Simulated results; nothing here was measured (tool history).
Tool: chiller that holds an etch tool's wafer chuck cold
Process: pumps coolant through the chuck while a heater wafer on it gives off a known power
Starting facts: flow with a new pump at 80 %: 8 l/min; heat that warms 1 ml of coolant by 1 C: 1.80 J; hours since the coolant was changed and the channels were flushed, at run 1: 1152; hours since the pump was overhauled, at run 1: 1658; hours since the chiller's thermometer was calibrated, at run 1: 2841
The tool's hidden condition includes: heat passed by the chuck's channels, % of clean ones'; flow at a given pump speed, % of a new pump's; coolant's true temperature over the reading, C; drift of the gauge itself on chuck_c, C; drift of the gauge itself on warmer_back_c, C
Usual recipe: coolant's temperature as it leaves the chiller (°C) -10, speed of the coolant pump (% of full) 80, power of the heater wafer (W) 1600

run    hour  coolant's temperature as it leaves the chiller (°C)  speed of the coolant pump (% of full)  power of the heater wafer (W)  hours since the coolant was changed and the channels were flushed  hours since the pump was overhauled  hours since the chiller's thermometer was calibrated  chuck's temperature once it has settled (°C)  how much warmer the coolant comes back (C)
  1     0.0                                                  -10                                     80                           1600                                                               1152                                 1658                                                  2841                                           5.4                                        6.73
  2    20.4                                                  -10                                     80                           1600                                                               1172                                 1679                                                  2861                                           5.3                                        6.69
  3    66.1                                                  -10                                     80                           1600                                                               1218                                 1725                                                  2907                                           5.4                                        6.74
  4   101.8                                                  -10                                     80                           1600                                                               1254                                 1760                                                  2943                                           5.4                                        6.76
  5   127.2                                                  -10                                     80                           1600                                                               1279                                 1786                                                  2968                                           5.3                                        6.78
  6   173.4                                                  -10                                     80                           1600                                                               1325                                 1832                                                  3014                                           5.3                                        6.77
  7   217.3                                                  -10                                     80                            889                                                               1369                                 1876                                                  3058                                          -1.4                                        3.80
  8   252.2                                                  -10                                     80                            889                                                               1404                                 1911                                                  3093                                          -1.4                                        3.88
  9   299.3                                                  -10                                     80                            889                                                               1451                                 1958                                                  3140                                          -1.4                                        3.85
 10   333.7                                                  -10                                     80                            889                                                               1486                                 1992                                                  3174                                          -1.4                                        3.85
 11   369.2                                                  -10                                     80                            889                                                               1521                                 2028                                                  3210                                          -1.6                                        3.82
 12   401.6                                                  -10                                     80                           1600                                                               1554                                 2060                                                  3242                                           5.2                                        6.90
 13   442.3                                                  -14                                     80                           1600                                                               1594                                 2101                                                  3283                                           1.4                                        6.84
 14   484.0                                                  -15                                     80                           1600                                                               1636                                 2142                                                  3325                                           0.5                                        6.85
 15   526.3                                                  -15                                     80                           1600                                                               1678                                 2185                                                  3367                                           0.3                                        6.94
 16   573.7                                                  -10                                     80                           1600                                                               1726                                 2232                                                  3414                                           5.4                                        6.96
 17   619.6                                                  -10                                     80                           1518                                                               1772                                 2278                                                  3460                                           4.4                                        6.68
 18   658.5                                                   -6                                     79                           2102                                                               1811                                 2317                                                  3499                                          14.4                                        9.19
 19   687.1                                                  -16                                     95                           1600                                                               1839                                 2346                                                  3528                                          -2.3                                        5.84
 20   734.9                                                  -12                                     74                           1600                                                               1887                                 2393                                                  3576                                           4.2                                        7.63
 21   761.4                                                  -12                                     68                            848                                                               1913                                 2420                                                  3602                                          -2.9                                        4.54
 22   801.3                                                  -10                                     66                            848                                                               1953                                 2460                                                  3642                                          -0.7                                        4.73
 23   826.1                                                  -10                                     66                            848                                                               1978                                 2485                                                  3667                                          -0.8                                        4.68
 24   848.6                                                   -5                                     99                           1684                                                               2001                                 2507                                                  3689                                           9.1                                        5.93
 25   885.5                                                   -5                                     99                           1684                                                               2038                                 2544                                                  3726                                           9.1                                        6.02
 26   910.9                                                  -10                                     91                            936                                                               2063                                 2569                                                  3752                                          -1.6                                        3.78
      922.7  -- gauge calibrated
 27   944.1                                                  -10                                     91                            936                                                               2096                                 2603                                                  3785                                          -1.4                                        3.41
 28   981.1                                                  -18                                     91                           1495                                                               2133                                 2640                                                  3822                                          -4.5                                        5.44
 29  1005.4                                                  -18                                     70                           1302                                                               2157                                 2664                                                  3846                                          -4.5                                        6.33
 30  1044.2                                                  -13                                     99                           1047                                                               2196                                 2703                                                  3885                                          -4.4                                        3.59
 31  1078.5                                                  -10                                     63                           1765                                                               2231                                 2737                                                  3919                                          10.1                                        9.55
 32  1119.6                                                  -10                                     62                           1462                                                               2272                                 2778                                                  3960                                           6.5                                        8.11
 33  1164.4                                                   -1                                     73                            808                                                               2316                                 2823                                                  4005                                           7.3                                        3.83

Predict each of these 3 candidate next runs independently; none follows another, all start after run 33:
  A  1185.2                                                  -10                                     73                            808                                                               2337                                 2844                                                  4026                                             ?                                           ?
  B  1185.2                                                   -4                                     73                            808                                                               2337                                 2844                                                  4026                                             ?                                           ?
  C  1185.2                                                  -11                                     81                           1600                                                               2337                                 2844                                                  4026                                             ?                                           ?

run  chuck's temperature once it has settled (°C)  how much warmer the coolant comes back (C)
  A                                          -1.6                                        3.82
  B                                           4.0                                        3.88
  C                                           4.3                                        6.70
Stripped of hidden state, with their random variation kept, the same runs would have yielded:
run  chuck's temperature once it has settled (°C)  how much warmer the coolant comes back (C)
  A                                          -1.7                                        3.70
  B                                           4.0                                        3.76
  C                                           4.3                                        6.58
